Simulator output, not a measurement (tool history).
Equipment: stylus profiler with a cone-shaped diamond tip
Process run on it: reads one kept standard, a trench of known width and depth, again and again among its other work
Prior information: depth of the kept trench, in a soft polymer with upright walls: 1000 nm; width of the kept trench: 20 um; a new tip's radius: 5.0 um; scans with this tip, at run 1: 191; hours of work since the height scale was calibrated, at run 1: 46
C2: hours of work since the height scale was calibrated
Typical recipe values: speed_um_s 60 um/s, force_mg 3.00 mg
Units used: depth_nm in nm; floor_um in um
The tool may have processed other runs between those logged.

{"run": 1, "hour": 0.0, "speed_um_s": 60, "force_mg": 3.0, "scans with this tip": 191, "C2": 46, "depth_nm": 1013.3, "floor_um": 13.67}
{"run": 2, "hour": 14.7, "speed_um_s": 60, "force_mg": 3.0, "scans with this tip": 219, "C2": 53, "depth_nm": 1013.63, "floor_um": 13.67}
{"run": 3, "hour": 29.1, "speed_um_s": 60, "force_mg": 3.0, "scans with this tip": 246, "C2": 59, "depth_nm": 1013.55, "floor_um": 13.72}
{"run": 4, "hour": 41.8, "speed_um_s": 79, "force_mg": 3.0, "scans with this tip": 270, "C2": 65, "depth_nm": 1013.44, "floor_um": 13.62}
{"run": 5, "hour": 53.5, "speed_um_s": 79, "force_mg": 3.0, "scans with this tip": 292, "C2": 70, "depth_nm": 1013.16, "floor_um": 13.6}
{"run": 6, "hour": 62.3, "speed_um_s": 79, "force_mg": 2.89, "scans with this tip": 308, "C2": 74, "depth_nm": 1012.96, "floor_um": 13.61}
{"run": 7, "hour": 70.4, "speed_um_s": 79, "force_mg": 2.89, "scans with this tip": 323, "C2": 78, "depth_nm": 1013.29, "floor_um": 13.56}
{"run": 8, "hour": 87.3, "speed_um_s": 79, "force_mg": 5.43, "scans with this tip": 355, "C2": 85, "depth_nm": 1019.85, "floor_um": 13.71}
{"run": 9, "hour": 97.3, "speed_um_s": 62, "force_mg": 3.0, "scans with this tip": 374, "C2": 90, "depth_nm": 1013.42, "floor_um": 13.65}
{"run": 10, "hour": 112.5, "speed_um_s": 62, "force_mg": 3.0, "scans with this tip": 402, "C2": 97, "depth_nm": 1013.43, "floor_um": 13.66}
{"run": 11, "hour": 123.4, "speed_um_s": 31, "force_mg": 3.0, "scans with this tip": 423, "C2": 102, "depth_nm": 1013.32, "floor_um": 13.83}
{"run": 12, "hour": 140.1, "speed_um_s": 31, "force_mg": 3.0, "scans with this tip": 454, "C2": 109, "depth_nm": 1013.4, "floor_um": 13.73}
{"run": 13, "hour": 156.1, "speed_um_s": 31, "force_mg": 3.0, "scans with this tip": 484, "C2": 116, "depth_nm": 1013.26, "floor_um": 13.72}
{"run": 14, "hour": 174.6, "speed_um_s": 60, "force_mg": 3.0, "scans with this tip": 519, "C2": 125, "depth_nm": 1013.73, "floor_um": 13.66}
{"run": 15, "hour": 186.7, "speed_um_s": 60, "force_mg": 3.0, "scans with this tip": 541, "C2": 130, "depth_nm": 1013.75, "floor_um": 13.64}
{"run": 16, "hour": 204.2, "speed_um_s": 161, "force_mg": 3.0, "scans with this tip": 574, "C2": 138, "depth_nm": 1013.7, "floor_um": 13.14}
{"run": 17, "hour": 219.1, "speed_um_s": 30, "force_mg": 3.0, "scans with this tip": 602, "C2": 145, "depth_nm": 1013.67, "floor_um": 13.86}
{"run": 18, "hour": 236.2, "speed_um_s": 28, "force_mg": 2.44, "scans with this tip": 634, "C2": 152, "depth_nm": 1012.04, "floor_um": 13.77}
{"run": 19, "hour": 255.0, "speed_um_s": 19, "force_mg": 5.83, "scans with this tip": 669, "C2": 161, "depth_nm": 1021.26, "floor_um": 13.9}
{"run": 20, "hour": 266.2, "speed_um_s": 19, "force_mg": 2.12, "scans with this tip": 690, "C2": 166, "depth_nm": 1010.98, "floor_um": 13.84}
{"run": 21, "hour": 276.0, "speed_um_s": 19, "force_mg": 2.12, "scans with this tip": 709, "C2": 170, "depth_nm": 1011.13, "floor_um": 13.82}
{"run": 22, "hour": 285.4, "speed_um_s": 17, "force_mg": 6.71, "scans with this tip": 726, "C2": 175, "depth_nm": 1023.33, "floor_um": 13.83}
{"run": 23, "hour": 300.8, "speed_um_s": 17, "force_mg": 6.71, "scans with this tip": 755, "C2": 182, "depth_nm": 1023.57, "floor_um": 13.92}
{"run": 24, "hour": 317.7, "speed_um_s": 19, "force_mg": 1.53, "scans with this tip": 787, "C2": 189, "depth_nm": 1009.33, "floor_um": 13.81}
{"run": 25, "hour": 334.4, "speed_um_s": 16, "force_mg": 1.53, "scans with this tip": 818, "C2": 197, "depth_nm": 1009.07, "floor_um": 13.8}
{"run": 26, "hour": 345.4, "speed_um_s": 97, "force_mg": 6.9, "scans with this tip": 839, "C2": 202, "depth_nm": 1023.8, "floor_um": 13.59}
{"run": 27, "hour": 355.3, "speed_um_s": 97, "force_mg": 2.57, "scans with this tip": 857, "C2": 206, "depth_nm": 1012.62, "floor_um": 13.39}
{"run": 28, "hour": 369.2, "speed_um_s": 97, "force_mg": 2.57, "scans with this tip": 883, "C2": 212, "depth_nm": 1012.86, "floor_um": 13.44}
{"run": 29, "hour": 380.1, "speed_um_s": 97, "force_mg": 2.57, "scans with this tip": 904, "C2": 217, "depth_nm": 1013.21, "floor_um": 13.43}
{"run": 30, "hour": 397.9, "speed_um_s": 22, "force_mg": 3.0, "scans with this tip": 937, "C2": 225, "depth_nm": 1014.01, "floor_um": 13.82}
{"run": 31, "hour": 410.0, "speed_um_s": 76, "force_mg": 6.62, "scans with this tip": 960, "C2": 231, "depth_nm": 1023.38, "floor_um": 13.66}
{"run": 32, "hour": 427.1, "speed_um_s": 76, "force_mg": 6.62, "scans with this tip": 992, "C2": 238, "depth_nm": 1023.49, "floor_um": 13.63}

A few steps of depth_nm between consecutive runs. Split each: what settings, incoming material and random variation would produce without the hidden state, and what is left over for the hidden state, along with gauge scatter present in only one of the two compared results (measured, and without hidden state):
Hidden state at play: radius of the tip, um; height scale over the true one, %; drift of the gauge itself on depth_nm, %; drift of the gauge itself on floor_um, %.
Run 3 -> 4: speed_um_s 60 -> 79. depth_nm -0.11 nm: hidden state +0.04, all else -0.15.
Run 7 -> 8: force_mg 2.89 -> 5.43. depth_nm +6.56 nm: hidden state +0.04, all else +6.52.
Run 11 -> 12: no setting changed, nothing entered. depth_nm +0.08 nm: hidden state +0.04, all else +0.04.
Run 21 -> 22: speed_um_s 19 -> 17, force_mg 2.12 -> 6.71. depth_nm +12.20 nm: hidden state +0.02, all else +12.18.
Run 23 -> 24: speed_um_s 17 -> 19, force_mg 6.71 -> 1.53. depth_nm -14.24 nm: hidden state +0.03, all else -14.27.
Run 25 -> 26: speed_um_s 16 -> 97, force_mg 1.53 -> 6.90. depth_nm +14.73 nm: hidden state +0.03, all else +14.70.
